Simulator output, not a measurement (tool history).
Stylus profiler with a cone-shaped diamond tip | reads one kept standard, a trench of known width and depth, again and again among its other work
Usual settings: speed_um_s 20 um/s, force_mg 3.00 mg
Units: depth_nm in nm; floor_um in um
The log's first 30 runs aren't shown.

| run | day | speed_um_s | force_mg | scans with this tip | hours of work since the height scale was calibrated | depth_nm | floor_um |
|---|---|---|---|---|---|---|---|
| 31 | 29.375 | 21 | 3.00 | 8928 | 72 | 101.72 | 97.19 |
| 32 | 30.608 | 6 | 1.22 | 9091 | 88 | 101.01 | 97.26 |
| 33 | 31.779 | 6 | 1.22 | 9246 | 103 | 100.94 | 97.25 |
| 34 | 32.679 | 6 | 5.82 | 9365 | 114 | 102.60 | 97.22 |
| 35 | 33.383 | 23 | 5.34 | 9458 | 123 | 102.31 | 97.19 |
| 36 | 34.646 | 18 | 3.21 | 9625 | 139 | 101.72 | 97.12 |
| 37 | 35.571 | 18 | 3.21 | 9747 | 151 | 101.86 | 97.21 |
| 38 | 36.396 | 6 | 4.18 | 9856 | 161 | 102.15 | 97.15 |
| 39 | 37.158 | 37 | 1.04 | 9957 | 171 | 100.94 | 97.07 |
| 40 | 37.879 | 6 | 1.17 | 10053 | 180 | 100.66 | 97.18 |
| 41 | 39.058 | 5 | 1.35 | 10208 | 195 | 100.85 | 97.15 |
| 42 | 39.700 | 5 | 1.35 | 10293 | 203 | 100.96 | 97.17 |
| 43 | 40.775 | 5 | 1.35 | 10435 | 217 | 100.90 | 97.10 |
| 44 | 41.308 | 7 | 1.25 | 10506 | 223 | 100.84 | 97.14 |
| 45 | 42.008 | 44 | 5.93 | 10598 | 232 | 102.63 | 97.11 |
| 46 | 42.954 | 44 | 5.93 | 10723 | 244 | 102.66 | 97.12 |
| 47 | 43.983 | 44 | 5.93 | 10860 | 257 | 102.43 | 97.06 |

Forecast each of these 3 alternatives for the next run:
| A | 45.158 | 44 | 2.49 | 11015 | 272 | ? | ? |
| B | 45.158 | 24 | 2.56 | 11015 | 272 | ? | ? |
| C | 45.158 | 71 | 2.33 | 11015 | 272 | ? | ? |

| run | depth_nm | floor_um |
|---|---|---|
| A | 101.52 | 97.06 |
| B | 101.53 | 97.06 |
| C | 101.45 | 97.02 |
Without the tool's hidden state the same runs would have given:
| run | depth_nm | floor_um |
|---|---|---|
| A | 101.68 | 97.95 |
| B | 101.68 | 97.95 |
| C | 101.61 | 97.91 |

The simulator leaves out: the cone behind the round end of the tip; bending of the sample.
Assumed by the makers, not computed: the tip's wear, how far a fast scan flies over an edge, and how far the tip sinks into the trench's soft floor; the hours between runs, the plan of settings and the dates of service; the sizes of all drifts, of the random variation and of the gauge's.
